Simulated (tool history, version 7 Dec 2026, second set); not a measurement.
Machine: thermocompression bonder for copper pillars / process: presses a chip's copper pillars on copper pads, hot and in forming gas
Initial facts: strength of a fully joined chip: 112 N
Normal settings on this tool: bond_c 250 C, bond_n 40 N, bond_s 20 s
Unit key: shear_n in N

run     day  bond_c  bond_n  bond_s  shear_n
  1       0     250      40      20     58.9
  2   0.533     240      40      20     53.7
  3   1.242     240      40      20     53.1
  4   2.108     240      40      20     53.2
  5   2.771     250      40      20     59.4
  6   3.758     250      40      20     59.6
  7   4.438     250      40      20     58.1
  8   4.912     270      40      20     69.6
  9   5.783     270      40      20       69
 10   6.571     250      40      20     58.6
 11   7.488     250      28      20     44.3
 12   8.096     223      40      20     45.2
 13     8.8     250      40      20       60
 14     9.5     250      40      20     58.3
 15  10.342     250      40      27     64.2
 16    11.3     250      40      27     66.8
 17  11.904     250      40      27     64.6
 18  12.725     250      40      27     65.9
 19  13.321     250      40      27       64
 20   13.95     250      54      44     86.5
 21  14.946     273      40      47       85
 22  15.371     256      50      29     78.4
 23  15.783     256      50      29     77.3
 24  16.433     265      50      21     76.3
     16.588  -- heater calibrated with a thermocouple chip
 25      17     250      34      56     73.2
     17.867  -- forming gas filter changed
 26  17.967     267      40      17       69
 27  18.758     250      31      11     42.7
 28  19.175     250      31      11       42
     19.425  -- heater calibrated with a thermocouple chip, once more
 29  19.708     250      31      11     39.3
 30  20.204     266      34      24     66.5
 31  20.908     255      57      37     90.4
 32  21.754     242      38      49     71.9
 33  22.754     242      38      49     71.7
 34  23.204     227      46      23     56.3
 35  23.867     275      27      20     57.1
 36  24.375     247      30      20     46.8

What if the next run were any one of these 5? Each begins from the tool's condition after run 36:
  A  24.833     247      30      21        ?
  B  24.833     262      37      25        ?
  C  24.833     223      57      21        ?
  D  24.833     243      32      43        ?
  E  24.833     278      37      20        ?

run  shear_n
  A     46.9
  B     68.1
  C     62.2
  D     61.6
  E     71.2
With the hidden condition removed and each run's random variation left untouched, the same runs would have given:
run  shear_n
  A     45.5
  B     66.6
  C     60.6
  D       60
  E     69.8

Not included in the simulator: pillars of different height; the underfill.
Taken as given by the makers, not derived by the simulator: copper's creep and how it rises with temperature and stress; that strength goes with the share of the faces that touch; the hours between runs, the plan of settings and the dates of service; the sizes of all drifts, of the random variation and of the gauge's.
